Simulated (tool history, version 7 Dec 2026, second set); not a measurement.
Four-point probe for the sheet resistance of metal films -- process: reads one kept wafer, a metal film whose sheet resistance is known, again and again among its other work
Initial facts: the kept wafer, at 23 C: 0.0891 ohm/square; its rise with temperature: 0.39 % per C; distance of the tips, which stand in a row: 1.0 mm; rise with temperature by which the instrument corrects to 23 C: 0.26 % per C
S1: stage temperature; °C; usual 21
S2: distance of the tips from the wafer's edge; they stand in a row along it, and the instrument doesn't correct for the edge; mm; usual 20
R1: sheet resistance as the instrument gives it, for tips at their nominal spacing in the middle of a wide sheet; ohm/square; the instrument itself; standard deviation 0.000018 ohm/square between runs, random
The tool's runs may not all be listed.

run 1 hour=0.0 | S1=21 S2=20 | R1=0.089591
run 2 hour=18.2 | S1=22 S2=20 | R1=0.089702
run 3 hour=41.8 | S1=22 S2=20 | R1=0.089714
run 4 hour=56.0 | S1=25 S2=20 | R1=0.090049
run 5 hour=79.8 | S1=25 S2=20 | R1=0.090062
run 6 hour=102.0 | S1=25 S2=20 | R1=0.090083
run 7 hour=118.1 | S1=25 S2=20 | R1=0.090071
run 8 hour=136.5 | S1=25 S2=20 | R1=0.090074
run 9 hour=148.7 | S1=25 S2=20 | R1=0.090053
run 10 hour=174.9 | S1=23 S2=20 | R1=0.089856
run 11 hour=191.5 | S1=23 S2=20 | R1=0.089848
run 12 hour=216.2 | S1=22 S2=20 | R1=0.089696
run 13 hour=243.6 | S1=22 S2=20 | R1=0.089718
run 14 hour=268.7 | S1=22 S2=20 | R1=0.089705
run 15 hour=294.7 | S1=21 S2=20 | R1=0.089603
run 16 hour=314.6 | S1=21 S2=20 | R1=0.089634
run 17 hour=335.7 | S1=21 S2=20 | R1=0.089610
run 18 hour=348.3 | S1=21 S2=20 | R1=0.089648
run 19 hour=372.8 | S1=21 S2=20 | R1=0.089658
run 20 hour=398.8 | S1=30 S2=33 | R1=0.090607
run 21 hour=425.4 | S1=34 S2=17 | R1=0.091173
run 22 hour=438.2 | S1=26 S2=13 | R1=0.090407
run 23 hour=462.2 | S1=28 S2=3 | R1=0.095428
run 24 hour=474.9 | S1=18 S2=50 | R1=0.089148
run 25 hour=491.8 | S1=27 S2=9 | R1=0.090864
run 26 hour=516.7 | S1=27 S2=9 | R1=0.090822
run 27 hour=541.6 | S1=33 S2=9 | R1=0.091538
run 28 hour=557.9 | S1=23 S2=20 | R1=0.089910
run 29 hour=578.9 | S1=28 S2=11 | R1=0.090755
run 30 hour=603.3 | S1=28 S2=11 | R1=0.090781
run 31 hour=621.3 | S1=28 S2=11 | R1=0.090744
run 32 hour=642.3 | S1=24 S2=4 | R1=0.092819
run 33 hour=663.1 | S1=24 S2=4 | R1=0.092828
run 34 hour=687.7 | S1=28 S2=4 | R1=0.093356
run 35 hour=713.2 | S1=28 S2=4 | R1=0.093278
run 36 hour=739.7 | S1=19 S2=7 | R1=0.090323

Run 37, settings as shown, results not yet in. Your forecast:
run 37 hour=757.4 | S1=19 S2=7 | R1=?

R1: 0.090319 ohm/square
With the hidden condition absent and the run-to-run variation left alone, this run would have shown R1 0.089604 ohm/square.

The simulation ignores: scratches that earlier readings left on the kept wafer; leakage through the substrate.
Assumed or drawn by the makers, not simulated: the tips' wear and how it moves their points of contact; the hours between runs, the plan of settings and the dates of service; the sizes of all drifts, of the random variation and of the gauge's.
